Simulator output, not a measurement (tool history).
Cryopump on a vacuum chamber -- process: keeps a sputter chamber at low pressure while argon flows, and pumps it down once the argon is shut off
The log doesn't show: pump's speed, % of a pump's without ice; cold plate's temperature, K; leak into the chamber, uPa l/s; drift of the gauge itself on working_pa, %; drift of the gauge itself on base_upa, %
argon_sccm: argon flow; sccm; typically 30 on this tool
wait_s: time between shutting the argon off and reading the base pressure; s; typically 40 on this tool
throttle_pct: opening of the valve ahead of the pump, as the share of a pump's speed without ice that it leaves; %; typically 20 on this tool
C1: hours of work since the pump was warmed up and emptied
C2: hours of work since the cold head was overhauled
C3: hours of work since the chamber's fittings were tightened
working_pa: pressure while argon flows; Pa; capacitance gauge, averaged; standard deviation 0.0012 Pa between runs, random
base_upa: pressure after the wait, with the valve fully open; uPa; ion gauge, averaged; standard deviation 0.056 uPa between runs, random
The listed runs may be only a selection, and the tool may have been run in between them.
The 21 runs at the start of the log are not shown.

Run 22, hour 638.1: usual settings but argon_sccm 39 sccm, wait_s 119 s, throttle_pct 21 %; C1 250; C2 897; C3 1378. Result: working_pa 0.3625 Pa, base_upa 5.82 uPa.
Run 23, hour 671.9: usual settings but argon_sccm 39 sccm, wait_s 119 s, throttle_pct 21 %; C1 276; C2 923; C3 1403. Result: working_pa 0.3656 Pa, base_upa 6.02 uPa.
Run 24, hour 695.2: usual settings but argon_sccm 13 sccm, wait_s 119 s, throttle_pct 17 %; C1 294; C2 941; C3 1421. Result: working_pa 0.1478 Pa, base_upa 6.3 uPa.
Run 25, hour 722.8: usual settings but wait_s 190 s, throttle_pct 18 %; C1 315; C2 962; C3 1442. Result: working_pa 0.3285 Pa, base_upa 6.03 uPa.
At hour 731: pump warmed up, emptied and cooled again.
Run 26, hour 751.1: usual settings but argon_sccm 38 sccm, wait_s 87 s; C1 15; C2 980; C3 1460. Result: working_pa 0.3478 Pa, base_upa 5.35 uPa.
Run 27, hour 787.9: usual settings but argon_sccm 41 sccm; C1 43; C2 1008; C3 1488. Result: working_pa 0.3793 Pa, base_upa 7.39 uPa.
Run 28, hour 814.7: usual settings but argon_sccm 41 sccm; C1 64; C2 1028; C3 1508. Result: working_pa 0.3803 Pa, base_upa 7.54 uPa.
Run 29, hour 846.9: usual settings but argon_sccm 41 sccm; C1 88; C2 1052; C3 1533. Result: working_pa 0.3816 Pa, base_upa 7.77 uPa.
Run 30, hour 873: usual settings but argon_sccm 14 sccm, wait_s 22 s, throttle_pct 54 %; C1 108; C2 1072; C3 1552. Result: working_pa 0.0509 Pa, base_upa 10.53 uPa.
Run 31, hour 890.5: usual settings but argon_sccm 14 sccm, wait_s 22 s, throttle_pct 54 %; C1 121; C2 1086; C3 1566. Result: working_pa 0.0518 Pa, base_upa 10.64 uPa.
Run 32, hour 914: usual settings but argon_sccm 21 sccm, wait_s 30 s, throttle_pct 34 %; C1 139; C2 1103; C3 1584. Result: working_pa 0.119 Pa, base_upa 9.03 uPa.
Run 33, hour 946.8: usual settings but wait_s 33 s, throttle_pct 38 %; C1 164; C2 1128; C3 1609. Result: working_pa 0.1552 Pa, base_upa 9.05 uPa.

Predict each of these 4 candidate next runs independently; none follows another, all start after run 33:
Run A, hour 973.2: usual settings but wait_s 33 s, throttle_pct 29 %; C1 184; C2 1148; C3 1629. Result: working_pa ?, base_upa ?.
Run B, hour 973.2: usual settings but argon_sccm 20 sccm, wait_s 33 s, throttle_pct 37 %; C1 184; C2 1148; C3 1629. Result: working_pa ?, base_upa ?.
Run C, hour 973.2: usual settings but wait_s 153 s, throttle_pct 38 %; C1 184; C2 1148; C3 1629. Result: working_pa ?, base_upa ?.
Run D, hour 973.2: usual settings but argon_sccm 19 sccm, wait_s 36 s, throttle_pct 38 %; C1 184; C2 1148; C3 1629. Result: working_pa ?, base_upa ?.

run  working_pa  base_upa
  A      0.2018      8.99
  B      0.1077      8.98
  C      0.1573      5.97
  D      0.0993      8.72
With the hidden condition removed and each run's random variation left untouched, the same runs would have given:
run  working_pa  base_upa
  A      0.1892      4.18
  B      0.0992      4.17
  C      0.1446      1.16
  D      0.0912      3.88

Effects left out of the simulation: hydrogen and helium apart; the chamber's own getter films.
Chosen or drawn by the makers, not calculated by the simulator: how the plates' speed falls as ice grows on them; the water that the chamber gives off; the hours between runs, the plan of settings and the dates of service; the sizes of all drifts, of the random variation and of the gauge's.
